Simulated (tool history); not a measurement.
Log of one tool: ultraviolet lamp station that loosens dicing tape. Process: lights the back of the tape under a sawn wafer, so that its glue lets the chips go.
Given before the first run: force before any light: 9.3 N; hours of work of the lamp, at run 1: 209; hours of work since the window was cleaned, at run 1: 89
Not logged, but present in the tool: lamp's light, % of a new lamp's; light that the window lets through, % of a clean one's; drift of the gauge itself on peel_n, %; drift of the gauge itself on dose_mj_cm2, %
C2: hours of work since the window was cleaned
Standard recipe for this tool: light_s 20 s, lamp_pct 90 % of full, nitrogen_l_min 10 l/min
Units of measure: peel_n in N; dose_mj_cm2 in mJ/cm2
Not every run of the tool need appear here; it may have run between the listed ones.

Run 1, hour 0: usual settings; hours of work of the lamp 209; C2 89. Result: peel_n 0.474 N, dose_mj_cm2 277 mJ/cm2.
Run 2, hour 65.3: usual settings; hours of work of the lamp 239; C2 119. Result: peel_n 0.48 N, dose_mj_cm2 272 mJ/cm2.
Run 3, hour 103.1: usual settings; hours of work of the lamp 256; C2 136. Result: peel_n 0.488 N, dose_mj_cm2 277 mJ/cm2.
Run 4, hour 180.1: usual settings; hours of work of the lamp 290; C2 170. Result: peel_n 0.523 N, dose_mj_cm2 268 mJ/cm2.
Run 5, hour 257.3: usual settings but nitrogen_l_min 15 l/min; hours of work of the lamp 325; C2 205. Result: peel_n 0.453 N, dose_mj_cm2 270 mJ/cm2.
Run 6, hour 301.1: usual settings but nitrogen_l_min 15 l/min; hours of work of the lamp 345; C2 225. Result: peel_n 0.457 N, dose_mj_cm2 268 mJ/cm2.
Run 7, hour 359.5: usual settings but nitrogen_l_min 15 l/min; hours of work of the lamp 372; C2 252. Result: peel_n 0.453 N, dose_mj_cm2 262 mJ/cm2.
Run 8, hour 439.4: usual settings; hours of work of the lamp 408; C2 288. Result: peel_n 0.573 N, dose_mj_cm2 258 mJ/cm2.
Run 9, hour 495.9: usual settings; hours of work of the lamp 434; C2 314. Result: peel_n 0.584 N, dose_mj_cm2 255 mJ/cm2.
Run 10, hour 548.6: usual settings but light_s 30 s; hours of work of the lamp 457; C2 337. Result: peel_n 0.224 N, dose_mj_cm2 378 mJ/cm2.
Run 11, hour 602.3: usual settings; hours of work of the lamp 482; C2 362. Result: peel_n 0.586 N, dose_mj_cm2 247 mJ/cm2.
Run 12, hour 650.9: usual settings; hours of work of the lamp 504; C2 384. Result: peel_n 0.656 N, dose_mj_cm2 254 mJ/cm2.
Run 13, hour 704.4: usual settings but light_s 18 s; hours of work of the lamp 528; C2 408. Result: peel_n 0.8 N, dose_mj_cm2 222 mJ/cm2.
Run 14, hour 753.8: usual settings but light_s 18 s; hours of work of the lamp 550; C2 430. Result: peel_n 0.811 N, dose_mj_cm2 216 mJ/cm2.
Run 15, hour 790.9: usual settings but light_s 18 s; hours of work of the lamp 567; C2 447. Result: peel_n 0.825 N, dose_mj_cm2 220 mJ/cm2.
Run 16, hour 854.7: usual settings but light_s 18 s, lamp_pct 98 % of full; hours of work of the lamp 596; C2 476. Result: peel_n 0.699 N, dose_mj_cm2 233 mJ/cm2.
Run 17, hour 914.3: usual settings but light_s 18 s, lamp_pct 98 % of full; hours of work of the lamp 623; C2 503. Result: peel_n 0.724 N, dose_mj_cm2 232 mJ/cm2.
Run 18, hour 987.1: usual settings but light_s 18 s, lamp_pct 98 % of full; hours of work of the lamp 656; C2 536. Result: peel_n 0.738 N, dose_mj_cm2 229 mJ/cm2.
Run 19, hour 1062.1: usual settings but light_s 38 s, lamp_pct 71 % of full, nitrogen_l_min 20 l/min; hours of work of the lamp 690; C2 570. Result: peel_n 0.226 N, dose_mj_cm2 348 mJ/cm2.
Run 20, hour 1096.2: usual settings but light_s 16 s, lamp_pct 92 % of full, nitrogen_l_min 20 l/min; hours of work of the lamp 706; C2 586. Result: peel_n 0.962 N, dose_mj_cm2 190 mJ/cm2.
Run 21, hour 1149.2: usual settings but light_s 16 s, lamp_pct 92 % of full, nitrogen_l_min 20 l/min; hours of work of the lamp 730; C2 610. Result: peel_n 0.952 N, dose_mj_cm2 185 mJ/cm2.
Run 22, hour 1193.3: usual settings but lamp_pct 66 % of full; hours of work of the lamp 750; C2 630. Result: peel_n 1.463 N, dose_mj_cm2 164 mJ/cm2.
At hour 1229: window cleaned of glue's vapour.
Run 23, hour 1272.2: usual settings but lamp_pct 97 % of full; hours of work of the lamp 785; C2 20. Result: peel_n 0.553 N, dose_mj_cm2 265 mJ/cm2.
Run 24, hour 1331.5: usual settings but light_s 21 s, lamp_pct 69 % of full; hours of work of the lamp 812; C2 46. Result: peel_n 1.105 N, dose_mj_cm2 194 mJ/cm2.
Run 25, hour 1392.5: usual settings but lamp_pct 81 % of full; hours of work of the lamp 840; C2 74. Result: peel_n 0.874 N, dose_mj_cm2 211 mJ/cm2.
Run 26, hour 1460.6: usual settings but lamp_pct 81 % of full, nitrogen_l_min 9 l/min; hours of work of the lamp 870; C2 105. Result: peel_n 0.945 N, dose_mj_cm2 214 mJ/cm2.
Run 27, hour 1542.7: usual settings but light_s 14 s, lamp_pct 96 % of full, nitrogen_l_min 4 l/min; hours of work of the lamp 908; C2 142. Result: peel_n 1.835 N, dose_mj_cm2 176 mJ/cm2.
Run 28, hour 1596.7: usual settings but light_s 14 s, lamp_pct 96 % of full, nitrogen_l_min 4 l/min; hours of work of the lamp 932; C2 167. Result: peel_n 1.884 N, dose_mj_cm2 171 mJ/cm2.
Run 29, hour 1661.7: usual settings but light_s 12 s, lamp_pct 93 % of full, nitrogen_l_min 4 l/min; hours of work of the lamp 961; C2 196. Result: peel_n 2.499 N, dose_mj_cm2 143 mJ/cm2.

Describe how what the log doesn't record of the tool's condition differs between the last listed run preceding each entry between runs and the first listed run following it.
Runs 22 to 23: window cleaned of glue's vapour (hour 1229)
  lamp's light, % of a new lamp's: 83.5 -> 82.7; light that the window lets through, % of a clean one's: 90.2 -> 99.3
  measured less the result without the state, peel_n: +0.628 -> +0.217 N; dose_mj_cm2: -54 -> -57 mJ/cm2

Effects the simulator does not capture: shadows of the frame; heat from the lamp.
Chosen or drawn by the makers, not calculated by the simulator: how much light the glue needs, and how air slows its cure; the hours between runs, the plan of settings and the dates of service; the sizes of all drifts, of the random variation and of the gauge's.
